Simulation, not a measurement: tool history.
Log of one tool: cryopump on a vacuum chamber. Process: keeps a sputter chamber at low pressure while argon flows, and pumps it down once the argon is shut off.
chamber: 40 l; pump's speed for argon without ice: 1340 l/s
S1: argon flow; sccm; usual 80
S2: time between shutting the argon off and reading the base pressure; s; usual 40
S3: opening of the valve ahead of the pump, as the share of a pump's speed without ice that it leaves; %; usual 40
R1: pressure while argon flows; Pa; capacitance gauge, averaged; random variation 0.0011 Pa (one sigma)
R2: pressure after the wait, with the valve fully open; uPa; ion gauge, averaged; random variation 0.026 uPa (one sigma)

run 1 hour=0.0 | S1=80 S2=40 S3=40 | R1=0.2647 R2=1.36
run 2 hour=43.9 | S1=80 S2=88 S3=40 | R1=0.2672 R2=0.87
run 3 hour=76.1 | S1=80 S2=88 S3=40 | R1=0.2686 R2=0.96
run 4 hour=133.3 | S1=80 S2=88 S3=40 | R1=0.2698 R2=0.97
run 5 hour=207.6 | S1=80 S2=40 S3=40 | R1=0.2737 R2=1.58
run 6 hour=249.1 | S1=118 S2=40 S3=40 | R1=0.4037 R2=1.64
run 7 hour=292.3 | S1=80 S2=40 S3=47 | R1=0.2396 R2=1.74
run 8 hour=342.9 | S1=80 S2=40 S3=47 | R1=0.2397 R2=1.78
run 9 hour=383.3 | S1=80 S2=24 S3=47 | R1=0.2425 R2=2.43
run 10 hour=452.9 | S1=80 S2=24 S3=47 | R1=0.2449 R2=2.61
run 11 hour=528.7 | S1=80 S2=24 S3=47 | R1=0.2498 R2=2.66
run 12 hour=591.7 | S1=80 S2=24 S3=47 | R1=0.2513 R2=2.74
run 13 hour=637.0 | S1=80 S2=92 S3=44 | R1=0.2684 R2=1.74
run 14 hour=702.4 | S1=80 S2=92 S3=44 | R1=0.2700 R2=1.88
run 15 hour=766.7 | S1=80 S2=40 S3=21 | R1=0.5245 R2=2.53
run 16 hour=804.6 | S1=80 S2=148 S3=30 | R1=0.3825 R2=1.98
run 17 hour=846.9 | S1=88 S2=144 S3=55 | R1=0.2574 R2=2.09
-- hour=886.9 pump warmed up, emptied and cooled again
run 18 hour=886.9 | S1=130 S2=23 S3=40 | R1=0.4124 R2=2.77
run 19 hour=946.8 | S1=130 S2=23 S3=40 | R1=0.4160 R2=3.01
run 20 hour=1016.9 | S1=79 S2=43 S3=19 | R1=0.5281 R2=2.23
run 21 hour=1052.1 | S1=79 S2=43 S3=19 | R1=0.5323 R2=2.29
run 22 hour=1117.9 | S1=80 S2=192 S3=37 | R1=0.2825 R2=1.75
run 23 hour=1157.4 | S1=34 S2=81 S3=31 | R1=0.1439 R2=2.16
-- hour=1211.9 leaking fittings of the chamber tightened, without venting
run 24 hour=1219.2 | S1=149 S2=46 S3=49 | R1=0.4046 R2=1.09

The same runs without the tool's hidden state, with the same run-to-run variation:
The hidden state here: pump's speed, % of a pump's without ice; cold plate's temperature, K; leak into the chamber, uPa l/s; drift of the gauge itself on working_pa, %; drift of the gauge itself on base_upa, %.
run=1 R1=0.2509 R2=1.17
run=2 R1=0.2519 R2=0.63
run=3 R1=0.2521 R2=0.67
run=4 R1=0.2514 R2=0.62
run=5 R1=0.2526 R2=1.13
run=6 R1=0.3702 R2=1.12
run=7 R1=0.2151 R2=1.14
run=8 R1=0.2134 R2=1.12
run=9 R1=0.2143 R2=1.71
run=10 R1=0.2137 R2=1.76
run=11 R1=0.2151 R2=1.71
run=12 R1=0.2140 R2=1.68
run=13 R1=0.2288 R2=0.61
run=14 R1=0.2275 R2=0.60
run=15 R1=0.4785 R2=1.14
run=16 R1=0.3342 R2=0.49
run=17 R1=0.2013 R2=0.46
run=18 R1=0.4089 R2=1.75
run=19 R1=0.4097 R2=1.86
run=20 R1=0.5223 R2=1.04
run=21 R1=0.5254 R2=1.02
run=22 R1=0.2735 R2=0.41
run=23 R1=0.1395 R2=0.72
run=24 R1=0.3817 R2=0.99

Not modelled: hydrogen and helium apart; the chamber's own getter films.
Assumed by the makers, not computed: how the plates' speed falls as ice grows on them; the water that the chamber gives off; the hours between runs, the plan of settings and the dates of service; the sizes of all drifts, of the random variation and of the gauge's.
